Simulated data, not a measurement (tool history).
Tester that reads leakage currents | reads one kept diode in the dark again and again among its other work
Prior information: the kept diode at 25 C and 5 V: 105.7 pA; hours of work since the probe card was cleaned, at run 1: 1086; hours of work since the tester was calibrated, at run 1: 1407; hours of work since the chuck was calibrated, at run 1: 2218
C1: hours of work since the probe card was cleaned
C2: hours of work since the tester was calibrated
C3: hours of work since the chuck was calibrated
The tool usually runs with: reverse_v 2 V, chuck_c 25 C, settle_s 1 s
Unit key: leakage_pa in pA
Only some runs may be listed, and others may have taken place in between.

Run 1, hour 0: usual settings; C1 1086; C2 1407; C3 2218. Result: leakage_pa 79.99 pA.
Run 2, hour 109.4: usual settings; C1 1139; C2 1459; C3 2270. Result: leakage_pa 80.42 pA.
Run 3, hour 210.7: usual settings; C1 1188; C2 1508; C3 2319. Result: leakage_pa 80.31 pA.
Run 4, hour 317.6: usual settings but reverse_v 4.41 V; C1 1239; C2 1559; C3 2370. Result: leakage_pa 114.93 pA.
Run 5, hour 450.1: usual settings but reverse_v 4.41 V; C1 1303; C2 1623; C3 2434. Result: leakage_pa 116.27 pA.
At hour 490.8: chuck's temperature calibrated.
Run 6, hour 669.3: usual settings but reverse_v 4.41 V; C1 1407; C2 1727; C3 86. Result: leakage_pa 101.48 pA.
Run 7, hour 802.3: usual settings; C1 1471; C2 1791; C3 150. Result: leakage_pa 71.71 pA.
Run 8, hour 1020.9: usual settings; C1 1576; C2 1897; C3 255. Result: leakage_pa 72.25 pA.
Run 9, hour 1252.4: usual settings; C1 1688; C2 2008; C3 366. Result: leakage_pa 72.35 pA.
At hour 1264.7: tester calibrated.
Run 10, hour 1428.6: usual settings; C1 1771; C2 79; C3 450. Result: leakage_pa 72.36 pA.
Run 11, hour 1603.1: usual settings; C1 1855; C2 163; C3 534. Result: leakage_pa 73.37 pA.
Run 12, hour 1808: usual settings; C1 1954; C2 261; C3 632. Result: leakage_pa 73.58 pA.
Run 13, hour 1915.3: usual settings; C1 2005; C2 313; C3 684. Result: leakage_pa 73.83 pA.
At hour 2074: tester calibrated, once more.
Run 14, hour 2129.6: usual settings; C1 2108; C2 27; C3 786. Result: leakage_pa 74.09 pA.

The next listed run, before its measurement:
Run 15, hour 2358.3: usual settings; C1 2218; C2 137; C3 896. Result: leakage_pa ?.

Logged for run 15: leakage_pa 74.11 pA.
With no hidden state in the tool, this same run would have given leakage_pa 70.76 pA.
